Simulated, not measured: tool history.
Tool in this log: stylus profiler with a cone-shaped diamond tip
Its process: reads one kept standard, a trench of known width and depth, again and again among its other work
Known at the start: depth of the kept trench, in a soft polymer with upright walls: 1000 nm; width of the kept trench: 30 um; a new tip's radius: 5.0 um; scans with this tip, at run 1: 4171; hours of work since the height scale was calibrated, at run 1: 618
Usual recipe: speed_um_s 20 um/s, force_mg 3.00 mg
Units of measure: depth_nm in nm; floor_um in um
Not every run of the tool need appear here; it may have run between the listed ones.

run    hour  speed_um_s  force_mg  scans with this tip  hours of work since the height scale was calibrated  depth_nm  floor_um
  1     0.0          20      3.00                 4171                                                  618   1004.05     23.19
  2    25.1          20      3.00                 4306                                                  638   1004.12     23.15
  3    43.2           8      3.00                 4402                                                  653   1003.74     23.20
  4    70.1           8      3.00                 4546                                                  674   1004.34     23.20
  5    86.7          71      3.00                 4635                                                  687   1004.05     22.84
  6   119.8          71      3.00                 4812                                                  713   1004.18     22.86
  7   138.0          71      3.00                 4909                                                  728   1004.02     22.85
  8   165.7          71      3.00                 5057                                                  750   1003.97     22.72
  9   191.2          21      3.00                 5194                                                  770   1003.61     23.01
 10   210.9          20      3.00                 5299                                                  785   1003.71     23.04
 11   240.1          20      3.00                 5455                                                  809   1003.86     22.99
 12   272.8          20      3.00                 5630                                                  834   1003.54     22.91
 13   303.3          20      3.00                 5793                                                  859   1003.45     22.90
 14   320.7          20      3.00                 5886                                                  873   1003.84     22.92
 15   336.4          20      3.00                 5970                                                  885   1003.29     22.89
 16   351.2          32      3.00                 6049                                                  897   1003.01     22.76
 17   369.0          20      3.00                 6144                                                  911   1003.37     22.79
 18   398.4          20      3.00                 6301                                                  934   1003.45     22.79
 19   415.2          20      3.00                 6391                                                  947   1003.52     22.81
 20   445.6          20      3.00                 6553                                                  971   1003.17     22.80
 21   471.2          20      3.00                 6690                                                  992   1003.36     22.77
 22   485.1          20      3.00                 6764                                                 1003   1003.29     22.79
 23   502.0          20      3.00                 6855                                                 1016   1003.71     22.73
 24   526.3          11      3.00                 6985                                                 1035   1002.89     22.82
 25   559.9           7      3.63                 7165                                                 1062   1003.41     22.73
 26   583.5          35      2.59                 7291                                                 1081   1002.92     22.49
 27   603.9          38      4.20                 7400                                                 1097   1005.06     22.58
 28   634.0          67      1.76                 7560                                                 1121   1001.05     22.18
 29   652.9          20      2.18                 7662                                                 1136   1001.30     22.55
 30   669.8          36      3.30                 7752                                                 1149   1003.06     22.53
 31   704.0          36      3.30                 7935                                                 1176   1002.94     22.44
 32   728.6          12      4.23                 8066                                                 1196   1004.37     22.60
 33   752.0          37      5.57                 8192                                                 1214   1005.54     22.44
 34   771.3          20      4.43                 8294                                                 1230   1004.29     22.50
 35   792.5          20      4.43                 8408                                                 1246   1004.46     22.49
 36   814.7          20      1.15                 8527                                                 1264    999.66     22.40
 37   839.8          55      5.29                 8661                                                 1284   1005.20     22.33
 38   871.6           5      1.14                 8831                                                 1309    999.39     22.56
 39   898.1           7      3.99                 8972                                                 1330   1003.16     22.54
 40   918.0           7      3.99                 9079                                                 1346   1003.35     22.47
 41   939.2           6      1.18                 9192                                                 1363    999.07     22.41
 42   970.7           6      3.13                 9360                                                 1388   1002.40     22.40
 43   990.3           6      3.13                 9465                                                 1403   1002.35     22.38
 44  1018.5          11      3.95                 9616                                                 1425   1003.29     22.39
 45  1047.3          30      2.12                 9770                                                 1448   1000.72     22.17
 46  1069.1          30      2.12                 9887                                                 1466   1000.54     22.22
 47  1095.3          30      1.82                10027                                                 1486   1000.02     22.19

Some steps in depth_nm, run to run, broken into two amounts with sign: the step expected even without the hidden condition (settings, incoming material, random variation), and the rest, left for the hidden condition together with whatever gauge scatter is not in both the measured and the hidden-condition-free result:
Hidden conditions of the tool in this case: radius of the tip, um; height scale over the true one, %; drift of the gauge itself on depth_nm, %; drift of the gauge itself on floor_um, %.
Run 5 -> 6: no setting touched and nothing written in the log between the runs. depth_nm +0.13 nm: hidden state -0.08, all else +0.21.
Run 24 -> 25: speed_um_s 11 -> 7, force_mg 3.00 -> 3.63. depth_nm +0.52 nm: hidden state -0.09, all else +0.61.
Run 35 -> 36: force_mg 4.43 -> 1.15. depth_nm -4.80 nm: hidden state -0.03, all else -4.77.
Run 36 -> 37: speed_um_s 20 -> 55, force_mg 1.15 -> 5.29. depth_nm +5.54 nm: hidden state -0.07, all else +5.61.
Run 37 -> 38: speed_um_s 55 -> 5, force_mg 5.29 -> 1.14. depth_nm -5.81 nm: hidden state -0.05, all else -5.76.
Run 41 -> 42: force_mg 1.18 -> 3.13. depth_nm +3.33 nm: hidden state -0.09, all else +3.42.

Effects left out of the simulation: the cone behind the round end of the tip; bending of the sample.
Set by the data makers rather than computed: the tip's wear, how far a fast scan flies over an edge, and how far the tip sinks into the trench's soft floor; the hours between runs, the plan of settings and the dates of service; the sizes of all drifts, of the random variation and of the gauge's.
